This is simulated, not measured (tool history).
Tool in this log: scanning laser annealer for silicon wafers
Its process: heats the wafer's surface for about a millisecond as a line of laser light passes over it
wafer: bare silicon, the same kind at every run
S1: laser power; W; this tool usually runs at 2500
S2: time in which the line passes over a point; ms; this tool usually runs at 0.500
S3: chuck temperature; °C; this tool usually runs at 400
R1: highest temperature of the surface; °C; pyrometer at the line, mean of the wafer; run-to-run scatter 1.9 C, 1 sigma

Run 1, hour 0.0: usual settings. Result: R1 1204 °C.
Run 2, hour 50.6: usual settings but S1 2637 W. Result: R1 1253 °C.
Run 3, hour 107.0: usual settings but S1 2637 W. Result: R1 1250 °C.
Run 4, hour 143.6: usual settings but S1 2193 W. Result: R1 1086 °C.
Run 5, hour 188.8: usual settings. Result: R1 1195 °C.
Run 6, hour 229.4: usual settings. Result: R1 1193 °C.
Run 7, hour 277.4: usual settings. Result: R1 1195 °C.
Run 8, hour 312.8: usual settings but S1 2316 W. Result: R1 1125 °C.
Run 9, hour 343.1: usual settings but S1 2316 W. Result: R1 1125 °C.
Run 10, hour 391.3: usual settings. Result: R1 1189 °C.
Run 11, hour 435.6: usual settings. Result: R1 1189 °C.
Run 12, hour 478.1: usual settings. Result: R1 1182 °C.
Run 13, hour 527.5: usual settings. Result: R1 1185 °C.
At hour 575.2: optics aligned, line set to its width.
Run 14, hour 587.6: usual settings. Result: R1 1204 °C.
Run 15, hour 633.3: usual settings. Result: R1 1199 °C.
Run 16, hour 680.2: usual settings. Result: R1 1198 °C.
Run 17, hour 712.1: usual settings. Result: R1 1197 °C.
Run 18, hour 741.3: usual settings. Result: R1 1193 °C.
Run 19, hour 798.1: usual settings but S1 2152 W. Result: R1 1068 °C.
Run 20, hour 838.6: usual settings but S1 2478 W. Result: R1 1184 °C.
Run 21, hour 875.0: usual settings but S3 415 °C. Result: R1 1206 °C.
Run 22, hour 925.9: usual settings but S3 439 °C. Result: R1 1228 °C.
Run 23, hour 950.6: usual settings but S3 440 °C. Result: R1 1228 °C.
Run 24, hour 999.7: usual settings but S1 2691 W, S2 0.450 ms, S3 398 °C. Result: R1 1213 °C.
Run 25, hour 1057.4: usual settings but S1 2230 W, S2 0.566 ms. Result: R1 1130 °C.
Run 26, hour 1086.1: usual settings but S1 2230 W, S2 0.566 ms. Result: R1 1128 °C.
At hour 1090.6: window over the wafer cleaned.
Run 27, hour 1125.3: usual settings but S1 2236 W, S2 0.510 ms, S3 384 °C. Result: R1 1111 °C.
At hour 1133.6: laser's power meter calibrated.
Run 28, hour 1178.3: usual settings but S1 2236 W, S2 0.510 ms, S3 384 °C. Result: R1 1113 °C.
Run 29, hour 1217.7: usual settings but S1 2529 W, S3 376 °C. Result: R1 1205 °C.
At hour 1266.8: laser's power meter calibrated, once more.
Run 30, hour 1278.0: usual settings but S1 2529 W, S3 376 °C. Result: R1 1190 °C.
Run 31, hour 1308.1: usual settings but S1 2393 W, S3 383 °C. Result: R1 1145 °C.
Run 32, hour 1349.4: usual settings but S2 0.449 ms, S3 430 °C. Result: R1 1189 °C.
Run 33, hour 1396.9: usual settings but S1 2261 W, S2 0.449 ms, S3 417 °C. Result: R1 1091 °C.
Run 34, hour 1423.4: usual settings but S1 2261 W, S2 0.449 ms, S3 417 °C. Result: R1 1093 °C.
Run 35, hour 1453.0: usual settings but S1 2261 W, S2 0.449 ms, S3 417 °C. Result: R1 1094 °C.
Run 36, hour 1506.8: usual settings but S2 0.616 ms, S3 433 °C. Result: R1 1312 °C.
Run 37, hour 1555.5: usual settings but S2 0.535 ms, S3 423 °C. Result: R1 1243 °C.
Run 38, hour 1588.9: usual settings but S2 0.579 ms, S3 423 °C. Result: R1 1272 °C.
Run 39, hour 1647.5: usual settings but S2 0.561 ms, S3 412 °C. Result: R1 1249 °C.
Run 40, hour 1704.2: usual settings but S2 0.471 ms. Result: R1 1169 °C.
Run 41, hour 1732.8: usual settings but S1 2635 W, S2 0.532 ms, S3 361 °C. Result: R1 1220 °C.

Below, some changes in R1 between adjacent runs. For each, the amount present without the hidden state too (settings, incoming material, random variation) and the amount remaining for the hidden state with gauge scatter not shared by both compared results:
The tool's hidden condition here consists of: light that passes the window, % of a clean one's; laser's true power over the reading, %; width of the line over the set one, %; drift of the gauge itself on peak_c, C.
Run 3 -> 4: S1 2637 -> 2193. R1 -164 °C: hidden state +3, all else -167.
Run 13 -> 14: optics aligned, line set to its width. R1 +19 °C: hidden state +18, all else +1.
Run 18 -> 19: S1 2500 -> 2152. R1 -125 °C: hidden state +1, all else -126.
Run 26 -> 27: S1 2230 -> 2236, S2 0.566 -> 0.510, S3 400 -> 384, window over the wafer cleaned. R1 -17 °C: hidden state +32, all else -49.
Run 29 -> 30: laser's power meter calibrated, once more. R1 -15 °C: hidden state -14, all else -1.
Run 35 -> 36: S1 2261 -> 2500, S2 0.449 -> 0.616, S3 417 -> 433. R1 +218 °C: hidden state -7, all else +225.
